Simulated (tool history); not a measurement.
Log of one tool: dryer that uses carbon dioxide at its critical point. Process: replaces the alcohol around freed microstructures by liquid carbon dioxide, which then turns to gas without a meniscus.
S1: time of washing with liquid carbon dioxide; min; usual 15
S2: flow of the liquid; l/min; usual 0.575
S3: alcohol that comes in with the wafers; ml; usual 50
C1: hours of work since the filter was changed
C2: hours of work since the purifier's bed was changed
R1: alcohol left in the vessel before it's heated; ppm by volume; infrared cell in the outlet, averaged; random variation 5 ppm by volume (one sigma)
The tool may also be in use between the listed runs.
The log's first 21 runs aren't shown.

-- hour=490.5 inlet filter changed
run 22 hour=503.7 | S1=13 S2=0.575 S3=47 | C1=10 C2=158 | R1=98
run 23 hour=521.7 | S1=13 S2=0.533 S3=29 | C1=25 C2=172 | R1=98
run 24 hour=537.4 | S1=22 S2=0.770 S3=69 | C1=37 C2=185 | R1=32
run 25 hour=557.3 | S1=14 S2=0.619 S3=114 | C1=53 C2=200 | R1=106
run 26 hour=576.5 | S1=19 S2=0.619 S3=114 | C1=68 C2=216 | R1=36
run 27 hour=608.7 | S1=22 S2=0.531 S3=114 | C1=93 C2=241 | R1=38
run 28 hour=627.2 | S1=22 S2=0.531 S3=114 | C1=108 C2=256 | R1=39
run 29 hour=647.6 | S1=22 S2=0.531 S3=114 | C1=124 C2=272 | R1=46
run 30 hour=678.7 | S1=16 S2=0.675 S3=114 | C1=148 C2=296 | R1=56
run 31 hour=696.7 | S1=10 S2=0.674 S3=114 | C1=163 C2=310 | R1=542
run 32 hour=710.8 | S1=10 S2=0.674 S3=114 | C1=174 C2=322 | R1=559
run 33 hour=735.8 | S1=23 S2=0.575 S3=48 | C1=193 C2=341 | R1=39
run 34 hour=756.4 | S1=23 S2=0.575 S3=48 | C1=210 C2=357 | R1=44
run 35 hour=770.5 | S1=23 S2=0.575 S3=48 | C1=221 C2=369 | R1=43
run 36 hour=800.2 | S1=13 S2=0.575 S3=99 | C1=244 C2=392 | R1=349
-- hour=809.8 inlet filter changed
run 37 hour=823.8 | S1=23 S2=0.575 S3=72 | C1=11 C2=410 | R1=50
run 38 hour=843.5 | S1=23 S2=0.575 S3=72 | C1=27 C2=425 | R1=45
run 39 hour=870.2 | S1=15 S2=0.575 S3=37 | C1=48 C2=446 | R1=80
run 40 hour=896.3 | S1=15 S2=0.567 S3=102 | C1=68 C2=467 | R1=140
run 41 hour=919.7 | S1=15 S2=0.567 S3=102 | C1=87 C2=485 | R1=153
run 42 hour=949.4 | S1=20 S2=0.783 S3=102 | C1=110 C2=509 | R1=53

5 ways to go on from here, each from the tool as it stands after run 42. What would each give?
run A hour=982.6 | S1=11 S2=0.864 S3=50 | C1=136 C2=535 | R1=?
run B hour=982.6 | S1=20 S2=0.783 S3=106 | C1=136 C2=535 | R1=?
run C hour=982.6 | S1=15 S2=0.482 S3=52 | C1=136 C2=535 | R1=?
run D hour=982.6 | S1=12 S2=0.530 S3=50 | C1=136 C2=535 | R1=?
run E hour=982.6 | S1=16 S2=0.901 S3=102 | C1=136 C2=535 | R1=?

run=A R1=75
run=B R1=57
run=C R1=224
run=D R1=345
run=E R1=60
Without the tool's hidden state the same runs would have given:
run=A R1=14
run=B R1=2
run=C R1=117
run=D R1=208
run=E R1=4

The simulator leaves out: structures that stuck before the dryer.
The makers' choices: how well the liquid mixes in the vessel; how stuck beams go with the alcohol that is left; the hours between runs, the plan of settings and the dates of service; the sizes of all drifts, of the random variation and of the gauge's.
